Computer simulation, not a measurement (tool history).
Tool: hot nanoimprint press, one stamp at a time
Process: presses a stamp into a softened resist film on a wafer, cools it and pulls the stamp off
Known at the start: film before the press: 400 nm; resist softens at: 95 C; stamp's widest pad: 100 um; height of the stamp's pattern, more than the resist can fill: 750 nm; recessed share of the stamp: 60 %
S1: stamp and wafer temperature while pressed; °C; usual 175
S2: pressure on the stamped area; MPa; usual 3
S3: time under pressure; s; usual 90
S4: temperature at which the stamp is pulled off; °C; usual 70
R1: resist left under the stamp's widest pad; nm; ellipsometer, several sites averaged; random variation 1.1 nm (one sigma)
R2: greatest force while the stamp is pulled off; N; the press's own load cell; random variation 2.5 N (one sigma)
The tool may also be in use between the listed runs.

{"run": 1, "hour": 0.0, "S1": 175, "S2": 3, "S3": 90, "S4": 70, "R1": 164.9, "R2": 113}
{"hour": 15.2, "done": "plate thermocouple calibrated"}
{"run": 2, "hour": 40.8, "S1": 175, "S2": 3, "S3": 90, "S4": 70, "R1": 166.7, "R2": 115}
{"run": 3, "hour": 104.1, "S1": 175, "S2": 3, "S3": 90, "S4": 70, "R1": 165.8, "R2": 116}
{"run": 4, "hour": 163.4, "S1": 175, "S2": 3, "S3": 90, "S4": 70, "R1": 165.5, "R2": 119}
{"run": 5, "hour": 236.2, "S1": 175, "S2": 3, "S3": 90, "S4": 70, "R1": 164.5, "R2": 114}
{"hour": 287.5, "done": "stamp cleaned and given a new release coat"}
{"run": 6, "hour": 295.2, "S1": 175, "S2": 2.06, "S3": 146, "S4": 70, "R1": 162.4, "R2": 113}
{"run": 7, "hour": 373.3, "S1": 169, "S2": 3, "S3": 87, "S4": 70, "R1": 215.1, "R2": 111}
{"run": 8, "hour": 413.4, "S1": 168, "S2": 1.88, "S3": 130, "S4": 70, "R1": 235, "R2": 114}
{"run": 9, "hour": 472.3, "S1": 180, "S2": 3, "S3": 90, "S4": 65, "R1": 134.6, "R2": 131}
{"run": 10, "hour": 508.6, "S1": 165, "S2": 2.28, "S3": 132, "S4": 62, "R1": 241.4, "R2": 141}

Forecast each of these 5 alternatives for the next run:
{"run": "A", "hour": 554.1, "S1": 175, "S2": 4.42, "S3": 90, "S4": 66, "R1": "?", "R2": "?"}
{"run": "B", "hour": 554.1, "S1": 165, "S2": 1.92, "S3": 132, "S4": 62, "R1": "?", "R2": "?"}
{"run": "C", "hour": 554.1, "S1": 175, "S2": 3, "S3": 133, "S4": 70, "R1": "?", "R2": "?"}
{"run": "D", "hour": 554.1, "S1": 185, "S2": 2.25, "S3": 132, "S4": 61, "R1": "?", "R2": "?"}
{"run": "E", "hour": 554.1, "S1": 175, "S2": 3.94, "S3": 90, "S4": 70, "R1": "?", "R2": "?"}

run=A R1=135.6 R2=131
run=B R1=257.3 R2=143
run=C R1=141.1 R2=118
run=D R1=107.3 R2=140
run=E R1=143.6 R2=113
Without the tool's hidden state the same runs would have given:
run=A R1=135.2 R2=129
run=B R1=256.8 R2=141
run=C R1=140.7 R2=116
run=D R1=107 R2=138
run=E R1=143.2 R2=111
